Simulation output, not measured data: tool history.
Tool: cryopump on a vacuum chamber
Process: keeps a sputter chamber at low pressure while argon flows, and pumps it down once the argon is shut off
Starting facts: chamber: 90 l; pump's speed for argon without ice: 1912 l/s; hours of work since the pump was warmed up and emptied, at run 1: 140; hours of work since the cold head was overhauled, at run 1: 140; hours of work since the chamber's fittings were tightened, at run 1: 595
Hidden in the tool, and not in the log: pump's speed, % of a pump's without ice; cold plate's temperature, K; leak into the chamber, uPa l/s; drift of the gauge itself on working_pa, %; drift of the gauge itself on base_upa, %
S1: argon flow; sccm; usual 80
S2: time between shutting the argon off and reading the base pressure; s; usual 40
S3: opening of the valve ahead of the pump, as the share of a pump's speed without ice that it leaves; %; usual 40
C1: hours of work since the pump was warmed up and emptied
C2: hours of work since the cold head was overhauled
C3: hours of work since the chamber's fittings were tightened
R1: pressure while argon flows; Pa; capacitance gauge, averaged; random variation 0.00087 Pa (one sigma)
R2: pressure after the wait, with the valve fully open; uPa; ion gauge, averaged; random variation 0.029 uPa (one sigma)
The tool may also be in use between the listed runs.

Run 1, hour 0.0: usual settings; C1 140; C2 140; C3 595. Result: R1 0.1824 Pa, R2 1.56 uPa.
Run 2, hour 16.4: usual settings; C1 148; C2 148; C3 604. Result: R1 0.1826 Pa, R2 1.48 uPa.
Run 3, hour 42.4: usual settings; C1 162; C2 162; C3 617. Result: R1 0.1831 Pa, R2 1.47 uPa.
Run 4, hour 67.2: usual settings; C1 175; C2 175; C3 630. Result: R1 0.1808 Pa, R2 1.47 uPa.
Run 5, hour 86.9: usual settings; C1 185; C2 185; C3 640. Result: R1 0.1842 Pa, R2 1.52 uPa.
Run 6, hour 103.5: usual settings; C1 193; C2 193; C3 649. Result: R1 0.1836 Pa, R2 1.56 uPa.
Run 7, hour 129.7: usual settings; C1 207; C2 207; C3 662. Result: R1 0.1827 Pa, R2 1.52 uPa.
Run 8, hour 145.6: usual settings but S3 38 %; C1 215; C2 215; C3 671. Result: R1 0.1919 Pa, R2 1.55 uPa.
Run 9, hour 159.5: usual settings but S3 38 %; C1 223; C2 223; C3 678. Result: R1 0.1935 Pa, R2 1.57 uPa.
Run 10, hour 173.6: usual settings but S3 38 %; C1 230; C2 230; C3 685. Result: R1 0.1929 Pa, R2 1.55 uPa.
Run 11, hour 190.7: usual settings but S3 38 %; C1 239; C2 239; C3 694. Result: R1 0.1948 Pa, R2 1.57 uPa.
Run 12, hour 204.6: usual settings but S3 38 %; C1 246; C2 246; C3 701. Result: R1 0.1927 Pa, R2 1.50 uPa.
Run 13, hour 218.6: usual settings but S3 38 %; C1 253; C2 253; C3 708. Result: R1 0.1959 Pa, R2 1.50 uPa.
Run 14, hour 238.2: usual settings; C1 263; C2 263; C3 719. Result: R1 0.1855 Pa, R2 1.48 uPa.
Run 15, hour 261.8: usual settings; C1 276; C2 276; C3 731. Result: R1 0.1860 Pa, R2 1.51 uPa.
Run 16, hour 285.0: usual settings; C1 288; C2 288; C3 743. Result: R1 0.1869 Pa, R2 1.54 uPa.
Run 17, hour 305.7: usual settings but S3 44 %; C1 298; C2 298; C3 754. Result: R1 0.1719 Pa, R2 1.57 uPa.
Run 18, hour 323.9: usual settings but S3 51 %; C1 308; C2 308; C3 763. Result: R1 0.1515 Pa, R2 1.61 uPa.
Run 19, hour 349.6: usual settings but S1 41 sccm, S2 49 s; C1 321; C2 321; C3 776. Result: R1 0.0966 Pa, R2 1.34 uPa.
Run 20, hour 366.7: usual settings but S1 41 sccm, S2 49 s; C1 330; C2 330; C3 785. Result: R1 0.0965 Pa, R2 1.30 uPa.
Run 21, hour 380.5: usual settings but S1 41 sccm, S2 49 s; C1 337; C2 337; C3 792. Result: R1 0.0970 Pa, R2 1.29 uPa.
Run 22, hour 395.2: usual settings but S1 41 sccm, S2 49 s; C1 345; C2 345; C3 800. Result: R1 0.0957 Pa, R2 1.32 uPa.
Run 23, hour 419.3: usual settings but S1 46 sccm, S2 66 s, S3 37 %; C1 357; C2 357; C3 813. Result: R1 0.1181 Pa, R2 1.11 uPa.
Run 24, hour 443.8: usual settings but S1 46 sccm, S2 66 s, S3 37 %; C1 370; C2 370; C3 825. Result: R1 0.1163 Pa, R2 1.10 uPa.
Run 25, hour 467.1: usual settings but S1 46 sccm, S2 66 s, S3 37 %; C1 382; C2 382; C3 837. Result: R1 0.1180 Pa, R2 1.12 uPa.
Run 26, hour 491.5: usual settings but S1 105 sccm; C1 395; C2 395; C3 850. Result: R1 0.2519 Pa, R2 1.51 uPa.
Run 27, hour 504.6: usual settings but S2 22 s, S3 15 %; C1 402; C2 402; C3 857. Result: R1 0.4874 Pa, R2 2.55 uPa.
Run 28, hour 516.9: usual settings but S1 137 sccm, S2 283 s, S3 27 %; C1 408; C2 408; C3 863. Result: R1 0.4755 Pa, R2 0.51 uPa.
At hour 539.9: pump warmed up, emptied and cooled again.
Run 29, hour 541.3: usual settings but S1 41 sccm; C1 1; C2 418; C3 873. Result: R1 0.0911 Pa, R2 1.51 uPa.
Run 30, hour 555.9: usual settings but S3 36 %; C1 8; C2 426; C3 881. Result: R1 0.1981 Pa, R2 1.50 uPa.
Run 31, hour 570.5: usual settings but S3 36 %; C1 16; C2 433; C3 888. Result: R1 0.1975 Pa, R2 1.49 uPa.
Run 32, hour 595.9: usual settings but S1 64 sccm, S2 27 s, S3 28 %; C1 29; C2 446; C3 902. Result: R1 0.2036 Pa, R2 2.11 uPa.
Run 33, hour 614.9: usual settings but S1 35 sccm, S2 87 s, S3 28 %; C1 39; C2 456; C3 911. Result: R1 0.1129 Pa, R2 0.89 uPa.
Run 34, hour 631.3: usual settings but S1 89 sccm, S2 87 s, S3 45 %; C1 47; C2 465; C3 920. Result: R1 0.1774 Pa, R2 0.89 uPa.

Forecast each of these 3 alternatives for the next run:
Run A, hour 657.4: usual settings but S1 107 sccm, S2 86 s; C1 61; C2 478; C3 933. Result: R1 ?, R2 ?.
Run B, hour 657.4: usual settings but S2 24 s, S3 58 %; C1 61; C2 478; C3 933. Result: R1 ?, R2 ?.
Run C, hour 657.4: usual settings but S1 89 sccm, S2 75 s; C1 61; C2 478; C3 933. Result: R1 ?, R2 ?.

run      R1    R2
  A  0.2400  0.89
  B  0.1241  2.32
  C  0.2015  0.95
With no hidden state in the tool, these same runs would have given:
run      R1    R2
  A  0.2359  0.74
  B  0.1210  2.17
  C  0.1980  0.80
